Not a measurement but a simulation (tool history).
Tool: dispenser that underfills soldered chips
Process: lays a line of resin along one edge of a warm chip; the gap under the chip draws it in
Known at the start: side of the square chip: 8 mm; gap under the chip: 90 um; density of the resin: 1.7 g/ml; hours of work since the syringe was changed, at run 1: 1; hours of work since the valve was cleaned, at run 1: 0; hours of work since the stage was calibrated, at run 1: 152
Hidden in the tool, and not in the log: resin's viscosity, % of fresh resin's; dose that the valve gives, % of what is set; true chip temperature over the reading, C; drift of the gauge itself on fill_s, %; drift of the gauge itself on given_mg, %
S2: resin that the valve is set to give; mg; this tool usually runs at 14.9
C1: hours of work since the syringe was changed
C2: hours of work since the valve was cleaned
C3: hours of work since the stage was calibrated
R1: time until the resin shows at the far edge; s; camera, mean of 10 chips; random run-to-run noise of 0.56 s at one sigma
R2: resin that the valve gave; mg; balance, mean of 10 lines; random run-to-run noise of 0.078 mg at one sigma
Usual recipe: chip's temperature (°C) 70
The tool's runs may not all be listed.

run 1 hour=0 | chip's_temperature_(°C)=70 S2=14.9 | C1=1 C2=0 C3=152 | R1=51.8 R2=14.91
run 2 hour=4.8 | chip's_temperature_(°C)=70 S2=14.9 | C1=5 C2=4 C3=155 | R1=58.6 R2=14.8
-- hour=5.6 new syringe of resin
run 3 hour=9 | chip's_temperature_(°C)=70 S2=14.9 | C1=3 C2=7 C3=158 | R1=54.5 R2=14.86
-- hour=12.7 new syringe of resin
run 4 hour=12.7 | chip's_temperature_(°C)=70 S2=14.9 | C1=0 C2=9 C3=161 | R1=48.3 R2=14.81
run 5 hour=15 | chip's_temperature_(°C)=70 S2=13.5 | C1=2 C2=11 C3=162 | R1=53.3 R2=13.34
run 6 hour=17.3 | chip's_temperature_(°C)=70 S2=14.9 | C1=3 C2=13 C3=164 | R1=56 R2=14.7
-- hour=20 new syringe of resin
run 7 hour=20.4 | chip's_temperature_(°C)=70 S2=14.3 | C1=0 C2=15 C3=166 | R1=49 R2=14.05
run 8 hour=25.2 | chip's_temperature_(°C)=70 S2=14.9 | C1=4 C2=18 C3=170 | R1=55.1 R2=14.62
-- hour=27.2 new syringe of resin
run 9 hour=29 | chip's_temperature_(°C)=70 S2=14.9 | C1=1 C2=21 C3=173 | R1=53.1 R2=14.62
run 10 hour=31.8 | chip's_temperature_(°C)=70 S2=14.9 | C1=4 C2=23 C3=175 | R1=56.7 R2=14.61
-- hour=34.3 new syringe of resin
run 11 hour=34.6 | chip's_temperature_(°C)=67 S2=16 | C1=0 C2=25 C3=177 | R1=57.6 R2=15.69
run 12 hour=38.9 | chip's_temperature_(°C)=67 S2=16 | C1=3 C2=28 C3=180 | R1=65.4 R2=15.59
-- hour=41.4 new syringe of resin
run 13 hour=43.8 | chip's_temperature_(°C)=70 S2=17.3 | C1=2 C2=32 C3=183 | R1=51.7 R2=16.91
run 14 hour=47.8 | chip's_temperature_(°C)=63 S2=15.6 | C1=5 C2=35 C3=186 | R1=83.3 R2=15.22
-- hour=48.7 new syringe of resin
run 15 hour=51 | chip's_temperature_(°C)=63 S2=15.6 | C1=2 C2=37 C3=188 | R1=75.2 R2=15.23
run 16 hour=53.1 | chip's_temperature_(°C)=63 S2=15.6 | C1=3 C2=38 C3=190 | R1=79.3 R2=15.2
-- hour=55.8 new syringe of resin
run 17 hour=56.2 | chip's_temperature_(°C)=63 S2=15.6 | C1=0 C2=40 C3=192 | R1=71.8 R2=15.11
run 18 hour=58.6 | chip's_temperature_(°C)=63 S2=14 | C1=2 C2=42 C3=194 | R1=77.5 R2=13.55

Predict each of these 5 candidate next runs independently; none follows another, all start after run 18:
run A hour=61.4 | chip's_temperature_(°C)=76 S2=16.3 | C1=4 C2=44 C3=196 | R1=? R2=?
run B hour=61.4 | chip's_temperature_(°C)=68 S2=14 | C1=4 C2=44 C3=196 | R1=? R2=?
run C hour=61.4 | chip's_temperature_(°C)=64 S2=15.3 | C1=4 C2=44 C3=196 | R1=? R2=?
run D hour=61.4 | chip's_temperature_(°C)=67 S2=14.9 | C1=4 C2=44 C3=196 | R1=? R2=?
run E hour=61.4 | chip's_temperature_(°C)=63 S2=17 | C1=4 C2=44 C3=196 | R1=? R2=?

run=A R1=42.2 R2=15.72
run=B R1=65.8 R2=13.45
run=C R1=78.9 R2=14.74
run=D R1=67.1 R2=14.26
run=E R1=81.5 R2=16.47
Take away the tool's hidden state, keep each run's random variation, and the runs would have read:
run=A R1=33.9 R2=16.33
run=B R1=52.6 R2=13.97
run=C R1=63.2 R2=15.31
run=D R1=53.6 R2=14.81
run=E R1=65.4 R2=17.1
